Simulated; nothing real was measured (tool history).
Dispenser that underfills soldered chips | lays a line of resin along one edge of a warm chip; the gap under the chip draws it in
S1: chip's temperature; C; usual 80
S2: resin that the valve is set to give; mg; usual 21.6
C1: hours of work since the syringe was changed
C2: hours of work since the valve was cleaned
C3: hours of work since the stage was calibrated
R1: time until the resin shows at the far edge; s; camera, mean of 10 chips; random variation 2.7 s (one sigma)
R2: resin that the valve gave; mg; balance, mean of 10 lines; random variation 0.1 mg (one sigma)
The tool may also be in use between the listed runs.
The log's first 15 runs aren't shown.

run	day	S1	S2	C1	C2	C3	R1	R2
16	2.142	86	18.6	6	33	119	319.3	17.98
17	2.288	80	21.6	8	35	121	427.7	20.97
# day 2.325: new syringe of resin
18	2.442	80	21.6	2	38	123	304.7	21.08
19	2.533	80	21.6	3	39	125	332.7	20.88
20	2.712	80	21.6	6	42	127	391.2	20.86
# day 2.854: new syringe of resin
21	2.883	80	21.6	0	44	130	277.6	20.75
22	3.062	80	21.6	3	47	133	331.5	20.79
23	3.204	80	21.6	6	50	135	383.2	20.81
24	3.296	73	21.6	7	51	136	512.9	20.70
# day 3.392: new syringe of resin
25	3.392	79	25.3	0	52	138	274.6	24.21
26	3.517	79	25.3	2	54	140	319.1	24.10
27	3.688	79	25.3	5	57	142	366.4	24.23
28	3.875	79	20.1	8	60	145	452.5	19.21
# day 3.929: new syringe of resin
29	4.029	79	20.1	2	62	148	314.9	19.10
30	4.221	67	24.8	5	65	151	543.2	23.60
31	4.379	71	24.8	7	68	153	545.5	23.52
# day 4.475: new syringe of resin
32	4.517	79	23.8	1	70	155	291.7	22.49
33	4.704	92	22.7	4	73	158	240.5	21.31
34	4.821	92	22.7	5	74	160	264.0	21.29
35	4.929	80	25.2	7	76	162	409.8	23.66
# day 5.008: new syringe of resin
36	5.058	78	25.5	1	78	164	301.6	23.76
# day 5.138: dispensing valve cleaned and set on the balance
37	5.229	72	20.1	3	1	166	430.7	20.08

3 ways to go on from here, each from the tool as it stands after run 37. What would each give?
A	5.342	90	20.0	5	3	167	?	?
B	5.342	80	21.7	5	3	167	?	?
C	5.342	90	19.1	5	3	167	?	?

run	R1	R2
A	277.2	19.99
B	367.8	21.71
C	279.6	19.08
Without the tool's hidden state the same runs would have given:
run	R1	R2
A	201.7	20.02
B	267.4	21.74
C	203.3	19.11
